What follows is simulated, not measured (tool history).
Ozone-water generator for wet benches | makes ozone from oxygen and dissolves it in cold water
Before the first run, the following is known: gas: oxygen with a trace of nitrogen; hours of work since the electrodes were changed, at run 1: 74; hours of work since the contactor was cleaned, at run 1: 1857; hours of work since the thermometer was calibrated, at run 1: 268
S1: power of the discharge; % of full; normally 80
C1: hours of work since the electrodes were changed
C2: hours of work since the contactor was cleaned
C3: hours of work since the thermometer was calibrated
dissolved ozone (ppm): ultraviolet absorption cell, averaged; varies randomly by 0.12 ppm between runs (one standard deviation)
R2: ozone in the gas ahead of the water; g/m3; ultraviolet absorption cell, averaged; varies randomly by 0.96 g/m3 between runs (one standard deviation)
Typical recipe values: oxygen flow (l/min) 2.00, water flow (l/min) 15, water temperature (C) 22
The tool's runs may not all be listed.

Run 1, hour 0.0: usual settings; C1 74; C2 1857; C3 268. Result: dissolved ozone (ppm) 9.6, R2 164.7 g/m3.
Run 2, hour 28.2: usual settings; C1 100; C2 1882; C3 293. Result: dissolved ozone (ppm) 9.7, R2 162.8 g/m3.
Run 3, hour 41.5: usual settings; C1 112; C2 1894; C3 305. Result: dissolved ozone (ppm) 9.7, R2 165.8 g/m3.
Run 4, hour 66.4: usual settings; C1 134; C2 1917; C3 328. Result: dissolved ozone (ppm) 9.8, R2 164.0 g/m3.
Run 5, hour 80.0: usual settings; C1 147; C2 1929; C3 340. Result: dissolved ozone (ppm) 9.5, R2 164.5 g/m3.
Run 6, hour 94.4: usual settings but water flow (l/min) 16; C1 160; C2 1942; C3 354. Result: dissolved ozone (ppm) 8.8, R2 162.3 g/m3.
Run 7, hour 110.3: usual settings but water flow (l/min) 16; C1 174; C2 1957; C3 368. Result: dissolved ozone (ppm) 8.9, R2 164.5 g/m3.
Run 8, hour 140.7: usual settings but water flow (l/min) 16; C1 202; C2 1985; C3 396. Result: dissolved ozone (ppm) 8.8, R2 163.4 g/m3.
Run 9, hour 168.1: usual settings but water flow (l/min) 16; C1 227; C2 2010; C3 421. Result: dissolved ozone (ppm) 9.0, R2 165.0 g/m3.
Run 10, hour 184.1: usual settings but water flow (l/min) 16; C1 241; C2 2024; C3 435. Result: dissolved ozone (ppm) 8.9, R2 164.1 g/m3.
Run 11, hour 215.0: usual settings; C1 270; C2 2052; C3 463. Result: dissolved ozone (ppm) 9.5, R2 164.9 g/m3.
Run 12, hour 234.5: usual settings; C1 287; C2 2070; C3 481. Result: dissolved ozone (ppm) 9.3, R2 163.1 g/m3.
At hour 241.4: contactor cleaned.
Run 13, hour 270.1: usual settings but water temperature (C) 19; C1 316; C2 26; C3 510. Result: dissolved ozone (ppm) 9.7, R2 162.8 g/m3.
Run 14, hour 284.7: usual settings; C1 329; C2 39; C3 523. Result: dissolved ozone (ppm) 9.4, R2 162.7 g/m3.
Run 15, hour 305.8: usual settings; C1 349; C2 59; C3 542. Result: dissolved ozone (ppm) 9.4, R2 164.7 g/m3.
Run 16, hour 332.2: usual settings; C1 373; C2 83; C3 566. Result: dissolved ozone (ppm) 9.5, R2 162.4 g/m3.
Run 17, hour 361.6: usual settings but water temperature (C) 24; C1 399; C2 109; C3 593. Result: dissolved ozone (ppm) 9.1, R2 162.7 g/m3.
Run 18, hour 380.3: usual settings but water temperature (C) 24; C1 416; C2 126; C3 610. Result: dissolved ozone (ppm) 9.1, R2 163.7 g/m3.
At hour 395.4: contactor cleaned, once more.
Run 19, hour 403.9: usual settings but water temperature (C) 24; C1 434; C2 8; C3 628. Result: dissolved ozone (ppm) 9.4, R2 163.4 g/m3.
Run 20, hour 431.0: usual settings but water temperature (C) 24; C1 459; C2 32; C3 653. Result: dissolved ozone (ppm) 9.6, R2 162.2 g/m3.
Run 21, hour 445.6: usual settings but water temperature (C) 24; C1 472; C2 46; C3 666. Result: dissolved ozone (ppm) 9.5, R2 161.3 g/m3.
Run 22, hour 475.1: usual settings but S1 78 % of full, oxygen flow (l/min) 1.74, water flow (l/min) 11, water temperature (C) 20; C1 499; C2 73; C3 693. Result: dissolved ozone (ppm) 12.9, R2 173.4 g/m3.
Run 23, hour 492.0: usual settings but S1 64 % of full, oxygen flow (l/min) 1.74, water flow (l/min) 11, water temperature (C) 21; C1 514; C2 88; C3 708. Result: dissolved ozone (ppm) 11.3, R2 153.6 g/m3.
Run 24, hour 515.1: usual settings but S1 88 % of full, oxygen flow (l/min) 1.24; C1 535; C2 109; C3 729. Result: dissolved ozone (ppm) 9.9, R2 231.9 g/m3.
Run 25, hour 540.5: usual settings but S1 88 % of full, oxygen flow (l/min) 1.24; C1 559; C2 132; C3 752. Result: dissolved ozone (ppm) 10.0, R2 233.7 g/m3.
Run 26, hour 555.4: usual settings but S1 88 % of full, oxygen flow (l/min) 1.24; C1 572; C2 146; C3 766. Result: dissolved ozone (ppm) 9.7, R2 234.0 g/m3.
Run 27, hour 582.8: usual settings but S1 88 % of full, oxygen flow (l/min) 1.24; C1 597; C2 171; C3 791. Result: dissolved ozone (ppm) 9.7, R2 231.5 g/m3.
Run 28, hour 607.6: usual settings but S1 50 % of full, oxygen flow (l/min) 2.02, water temperature (C) 27; C1 620; C2 193; C3 813. Result: dissolved ozone (ppm) 6.8, R2 118.3 g/m3.
Run 29, hour 622.6: usual settings but S1 50 % of full, oxygen flow (l/min) 2.02, water temperature (C) 27; C1 633; C2 207; C3 827. Result: dissolved ozone (ppm) 6.7, R2 118.3 g/m3.
Run 30, hour 653.0: usual settings but S1 94 % of full, oxygen flow (l/min) 1.93, water flow (l/min) 14; C1 661; C2 235; C3 855. Result: dissolved ozone (ppm) 11.1, R2 181.9 g/m3.
Run 31, hour 670.7: usual settings but S1 86 % of full, water temperature (C) 28; C1 677; C2 251; C3 871. Result: dissolved ozone (ppm) 9.6, R2 170.5 g/m3.
Run 32, hour 696.3: usual settings but S1 86 % of full, water temperature (C) 28; C1 700; C2 274; C3 894. Result: dissolved ozone (ppm) 9.4, R2 168.2 g/m3.

Results for each run, recomputed without the tool's hidden state and with each run's random variation untouched:
Hidden conditions of the tool in this case: yield of the discharge, % of new electrodes'; contactor's efficiency, % of a clean one's; true water temperature over the reading, C; drift of the gauge itself on ozone_ppm, %; drift of the gauge itself on gas_g_m3, %.
run  dissolved ozone (ppm)     R2
  1                    9.9  164.5
  2                   10.0  162.7
  3                   10.0  165.8
  4                   10.1  164.1
  5                    9.8  164.7
  6                    9.1  162.6
  7                    9.2  164.8
  8                    9.2  164.0
  9                    9.3  165.7
 10                    9.2  164.8
 11                    9.9  165.8
 12                    9.7  164.1
 13                   10.2  164.0
 14                    9.9  164.0
 15                    9.9  166.1
 16                   10.0  163.9
 17                    9.6  164.4
 18                    9.6  165.5
 19                    9.6  165.3
 20                    9.8  164.3
 21                    9.7  163.5
 22                   13.1  175.9
 23                   11.5  155.6
 24                   10.2  235.8
 25                   10.3  237.8
 26                   10.0  238.2
 27                    9.9  235.9
 28                    7.0  119.9
 29                    6.9  119.9
 30                   11.5  186.1
 31                    9.9  174.3
 32                    9.7  172.0
